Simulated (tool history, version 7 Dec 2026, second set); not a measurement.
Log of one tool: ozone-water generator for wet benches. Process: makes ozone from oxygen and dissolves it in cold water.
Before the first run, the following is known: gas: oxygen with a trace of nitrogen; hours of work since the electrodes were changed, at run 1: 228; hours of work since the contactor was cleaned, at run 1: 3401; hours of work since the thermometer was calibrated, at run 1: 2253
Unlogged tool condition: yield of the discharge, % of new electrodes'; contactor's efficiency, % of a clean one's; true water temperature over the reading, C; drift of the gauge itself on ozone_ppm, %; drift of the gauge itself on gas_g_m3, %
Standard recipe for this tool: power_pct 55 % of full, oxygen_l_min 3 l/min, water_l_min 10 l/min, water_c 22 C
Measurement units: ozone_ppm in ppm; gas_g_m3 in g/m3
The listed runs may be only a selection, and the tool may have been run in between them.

run	hour	power_pct	oxygen_l_min	water_l_min	water_c	hours of work since the electrodes were changed	hours of work since the contactor was cleaned	hours of work since the thermometer was calibrated	ozone_ppm	gas_g_m3
1	0	55	3	10	22	228	3401	2253	18.5	159.1
2	26.1	55	3	10	22	252	3426	2278	18.6	157.8
3	43.6	62	3	10	22	269	3442	2294	19.7	167.5
4	59.4	62	3	10	22	284	3457	2309	20	166.1
5	82	62	3	10	22	305	3478	2330	19.8	168.9
6	117	62	3	10	22	338	3511	2363	19.5	167.3
7	148.7	62	3	10	22	368	3541	2393	19.9	168.9
8	165	62	3	10	22	384	3557	2409	19.9	166.3
9	191.8	55	3	10	22	409	3582	2434	18.3	156
10	216.8	55	3	10	22	432	3606	2457	18.3	156.5
11	234.5	55	3	10	22	449	3622	2474	18.4	156.3
12	254	55	3	10	22	467	3641	2492	18.1	155.4
13	289.3	55	3	10	22	501	3674	2526	18.5	157
14	320.1	55	3	10	22	530	3703	2555	18.4	156.5
15	347.7	55	3	10	18	556	3729	2581	19.5	157.1
16	374.4	55	3	8	18	581	3754	2606	22.4	156.4
17	393.5	64	3	8	24	599	3772	2624	21.9	169.3
18	412.5	64	3	6	24	617	3790	2642	25.2	169.3
19	428.2	49	3	6	24	632	3805	2657	21.8	143.5
20	449.6	49	3.07	13	24	652	3825	2677	13.7	142.5
21	471	49	3.07	13	24	672	3845	2697	13.7	142.9
22	488.4	67	4.5	9	17	688	3862	2713	21.3	130

Run 23, settings as shown, results not yet in. Your forecast:
23	521.8	43	2.01	10	22	720	3893	2745	?	?

For run 23 the tool returned ozone_ppm 16.9 ppm, gas_g_m3 177.8 g/m3.
On a tool with no hidden condition, and with the same random variation, this run would have come out at ozone_ppm 17.9 ppm, gas_g_m3 180.6 g/m3.

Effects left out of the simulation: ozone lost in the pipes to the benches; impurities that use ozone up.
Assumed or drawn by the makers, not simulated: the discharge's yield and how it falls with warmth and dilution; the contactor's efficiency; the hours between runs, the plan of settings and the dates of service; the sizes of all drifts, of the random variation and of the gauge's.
